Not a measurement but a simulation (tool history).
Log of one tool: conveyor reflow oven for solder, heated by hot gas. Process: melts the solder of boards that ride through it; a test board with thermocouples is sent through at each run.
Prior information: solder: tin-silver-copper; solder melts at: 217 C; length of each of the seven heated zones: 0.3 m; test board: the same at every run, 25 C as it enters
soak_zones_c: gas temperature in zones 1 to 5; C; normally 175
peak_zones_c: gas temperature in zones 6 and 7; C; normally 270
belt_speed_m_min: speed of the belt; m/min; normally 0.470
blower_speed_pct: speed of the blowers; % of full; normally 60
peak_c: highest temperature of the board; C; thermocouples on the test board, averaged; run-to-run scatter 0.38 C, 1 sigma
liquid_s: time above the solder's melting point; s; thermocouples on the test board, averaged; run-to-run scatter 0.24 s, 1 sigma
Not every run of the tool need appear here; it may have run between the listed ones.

run	day	soak_zones_c	peak_zones_c	belt_speed_m_min	blower_speed_pct	peak_c	liquid_s
1	0.000	175	270	0.470	60	250.5	55.4
2	0.317	175	270	0.470	60	250.3	55.5
3	0.738	175	270	0.470	60	250.4	55.4
4	1.050	175	270	0.470	60	250.5	55.2
5	1.396	175	270	0.470	60	250.2	54.8
6	1.571	175	270	0.470	67	252.6	58.0
7	1.808	175	270	0.470	67	252.4	58.3
8	2.146	175	270	0.470	67	252.7	57.6
9	2.425	171	270	0.470	60	248.6	52.9
10	2.746	175	270	0.470	60	250.3	55.5
11	3.050	175	270	0.470	60	250.3	55.7
12	3.292	175	270	0.470	60	250.4	55.2
# day 3.658: flux residue cleaned out of gas plates and filters
13	3.838	175	270	0.470	60	251.2	56.9
14	4.246	175	270	0.470	60	251.1	57.2
15	4.604	175	270	0.470	60	250.9	56.7
16	4.867	175	270	0.470	60	251.4	56.7
17	5.275	171	270	0.495	56	246.9	48.2
18	5.667	171	270	0.495	56	247.4	48.0
19	5.846	181	265	0.511	60	245.5	49.5
# day 6.038: belt drive overhauled, speed set with a stopwatch
20	6.254	175	279	0.441	79	267.0	71.7
21	6.500	172	270	0.470	60	251.1	55.6
22	6.838	180	270	0.470	54	250.7	57.3
23	7.067	185	267	0.470	60	250.9	60.3
24	7.433	175	270	0.510	60	248.2	49.6
25	7.771	175	277	0.555	61	251.4	46.7
# day 8.112: belt drive overhauled, speed set with a stopwatch, once more
26	8.304	163	270	0.416	53	249.4	58.3
27	8.562	163	270	0.416	53	249.8	58.9
28	8.842	161	275	0.548	90	257.2	49.2
29	9.200	161	275	0.548	90	257.5	49.3
30	9.538	161	275	0.548	90	257.8	49.1
31	9.875	161	275	0.548	90	257.6	48.7

Forecast each of these 4 alternatives for the next run:
A	10.079	184	284	0.432	60	?	?
B	10.079	175	270	0.505	73	?	?
C	10.079	161	277	0.552	52	?	?
D	10.079	175	280	0.406	82	?	?

run	peak_c	liquid_s
A	268.7	75.8
B	253.0	53.9
C	243.6	35.4
D	270.3	79.9
Stripped of hidden state, with their random variation kept, the same runs would have yielded:
run	peak_c	liquid_s
A	269.9	76.3
B	254.4	54.7
C	244.8	36.5
D	271.7	80.3
